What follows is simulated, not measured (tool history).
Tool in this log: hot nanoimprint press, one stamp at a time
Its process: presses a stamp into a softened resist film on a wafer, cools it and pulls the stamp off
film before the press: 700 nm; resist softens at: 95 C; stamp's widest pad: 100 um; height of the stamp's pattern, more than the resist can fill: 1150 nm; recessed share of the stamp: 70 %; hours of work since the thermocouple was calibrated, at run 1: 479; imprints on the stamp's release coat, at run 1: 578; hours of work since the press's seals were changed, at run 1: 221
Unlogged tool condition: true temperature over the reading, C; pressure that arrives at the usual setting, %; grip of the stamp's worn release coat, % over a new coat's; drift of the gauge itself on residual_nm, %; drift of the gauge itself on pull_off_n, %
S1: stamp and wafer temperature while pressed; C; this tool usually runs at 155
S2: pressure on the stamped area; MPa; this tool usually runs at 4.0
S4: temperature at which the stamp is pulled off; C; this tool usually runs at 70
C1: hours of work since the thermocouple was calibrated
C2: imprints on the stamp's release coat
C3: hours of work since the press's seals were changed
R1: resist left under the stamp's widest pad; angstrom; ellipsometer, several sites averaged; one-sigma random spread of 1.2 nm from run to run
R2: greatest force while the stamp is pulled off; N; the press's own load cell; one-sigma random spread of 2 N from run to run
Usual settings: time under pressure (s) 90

run 1 day=0.000 | S1=155 S2=4.0 time_under_pressure_(s)=90 S4=70 | C1=479 C2=578 C3=221 | R1=4178 R2=200
-- day=0.600 stamp cleaned and given a new release coat
-- day=1.308 plate thermocouple calibrated
run 2 day=3.138 | S1=155 S2=4.0 time_under_pressure_(s)=156 S4=70 | C1=33 C2=203 C3=271 | R1=3472 R2=202
run 3 day=6.475 | S1=155 S2=4.0 time_under_pressure_(s)=156 S4=70 | C1=93 C2=482 C3=331 | R1=3455 R2=203
-- day=8.338 stamp cleaned and given a new release coat
run 4 day=10.417 | S1=155 S2=4.0 time_under_pressure_(s)=156 S4=70 | C1=160 C2=174 C3=398 | R1=3445 R2=200
run 5 day=12.821 | S1=155 S2=4.0 time_under_pressure_(s)=156 S4=70 | C1=203 C2=375 C3=441 | R1=3467 R2=203
-- day=15.779 stamp cleaned and given a new release coat
run 6 day=15.971 | S1=155 S2=4.0 time_under_pressure_(s)=156 S4=70 | C1=255 C2=16 C3=493 | R1=3467 R2=202
run 7 day=17.762 | S1=155 S2=4.0 time_under_pressure_(s)=156 S4=70 | C1=288 C2=166 C3=526 | R1=3464 R2=203
run 8 day=20.879 | S1=155 S2=4.0 time_under_pressure_(s)=90 S4=76 | C1=344 C2=427 C3=582 | R1=4179 R2=197
-- day=23.325 stamp cleaned and given a new release coat
run 9 day=23.612 | S1=155 S2=4.0 time_under_pressure_(s)=90 S4=59 | C1=389 C2=24 C3=627 | R1=4185 R2=221
run 10 day=25.329 | S1=155 S2=4.0 time_under_pressure_(s)=90 S4=59 | C1=419 C2=168 C3=658 | R1=4173 R2=223
run 11 day=26.967 | S1=146 S2=5.2 time_under_pressure_(s)=80 S4=59 | C1=449 C2=305 C3=687 | R1=5016 R2=220

Forecast run 12:
-- day=28.196 press's hydraulic seals changed and the load cell set to zero
-- day=30.104 plate thermocouple calibrated
-- day=31.258 stamp cleaned and given a new release coat
run 12 day=31.258 | S1=146 S2=5.2 time_under_pressure_(s)=97 S4=69 | C1=16 C2=0 C3=48 | R1=? R2=?

Run 12 came out at R1 4770 angstrom, R2 203 N.
Without the tool's hidden state the same run would have given R1 4771 angstrom, R2 203 N.

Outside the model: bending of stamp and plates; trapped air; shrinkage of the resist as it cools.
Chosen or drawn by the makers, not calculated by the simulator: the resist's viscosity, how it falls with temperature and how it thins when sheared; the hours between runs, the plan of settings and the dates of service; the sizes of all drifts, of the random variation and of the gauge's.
